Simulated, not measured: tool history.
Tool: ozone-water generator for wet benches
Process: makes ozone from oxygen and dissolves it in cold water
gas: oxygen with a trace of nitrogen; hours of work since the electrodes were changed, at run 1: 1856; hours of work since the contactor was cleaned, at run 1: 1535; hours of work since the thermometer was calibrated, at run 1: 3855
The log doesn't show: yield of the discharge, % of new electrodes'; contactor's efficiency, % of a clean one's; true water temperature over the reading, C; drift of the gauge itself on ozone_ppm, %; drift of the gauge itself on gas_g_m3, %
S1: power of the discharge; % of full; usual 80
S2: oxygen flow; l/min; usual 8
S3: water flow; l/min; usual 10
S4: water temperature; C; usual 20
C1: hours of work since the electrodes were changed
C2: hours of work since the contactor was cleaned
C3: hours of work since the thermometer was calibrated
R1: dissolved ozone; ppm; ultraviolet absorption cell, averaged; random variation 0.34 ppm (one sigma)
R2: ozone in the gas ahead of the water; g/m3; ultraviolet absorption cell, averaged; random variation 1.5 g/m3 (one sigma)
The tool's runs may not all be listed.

run    hour  S1     S2  S3  S4    C1    C2    C3    R1     R2
  1       0  80      8  10  20  1856  1535  3855  54.5  286.4
  2    85.8  80      8  10  20  1941  1621  3941  54.3  288.2
  3   130.3  80      8  10  20  1985  1665  3985  54.8    291
  4   211.5  80      8  10  20  2066  1746  4066  53.9  288.4
  5   261.8  80      8  10  25  2116  1796  4116  48.3  290.9
      274.9  -- water thermometer calibrated
  6   364.4  80      8  10  23  2218  1897    89  50.6    288
  7   431.3  80   4.68  10  20  2284  1964   156  55.7  354.2
  8   496.4  54      8  10  20  2349  2029   220  38.9    211
  9   554.1  58      8  10  20  2406  2086   278  41.6    224
 10   600.3  58      8  10  20  2452  2132   324  41.5    223
 11   699.1  80   4.46  10  20  2550  2230   422    56    359
 12     743  80      8  10  20  2594  2274   466  54.8  290.3
 13   794.1  80  10.52  10  20  2645  2325   516    53  263.2
 14   887.6  80  10.52  10  20  2738  2418   609  52.7  262.2
 15   969.6  80      8  10  20  2820  2499   691  54.2  289.6
 16  1013.7  80      8  10  20  2863  2543   735  55.5  291.5
 17  1064.4  46   4.08  16  16  2914  2594   785  26.3  237.2
 18  1129.7  46   4.08  16  16  2979  2659   850  26.6  235.4
 19  1187.5  41   6.34   8  25  3036  2716   908  31.2  181.8
 20  1283.3  41   6.34   8  25  3132  2811  1003  31.3  183.1
 21  1385.7  41   8.86  15  25  3233  2913  1105  22.5  160.9
 22  1429.8  76      8  10  13  3277  2957  1149  61.1  281.9
 23  1520.3  76      8  10  13  3367  3047  1239  60.8  282.5
 24  1574.7  63      8  10  23  3421  3101  1293  41.4  242.9
     1631.9  -- contactor cleaned
 25  1646.5  93   4.56   7  15  3489    15  1360  84.9  412.7
 26  1733.9  93   4.56   7  15  3576   101  1447  85.4  413.9
 27  1777.6  93   4.56   7  15  3619   145  1491  84.2  411.5
 28  1836.6  45      8   9  20  3678   204  1549  35.9  182.2

Forecast run 29:
 29  1910.8  50   8  10  20  3752  277  1623   ?   ?

{"run 29": {"R1": 37, "R2": 199.5}}
Without the tool's hidden state the same run would have given R1 37 ppm, R2 195.3 g/m3.
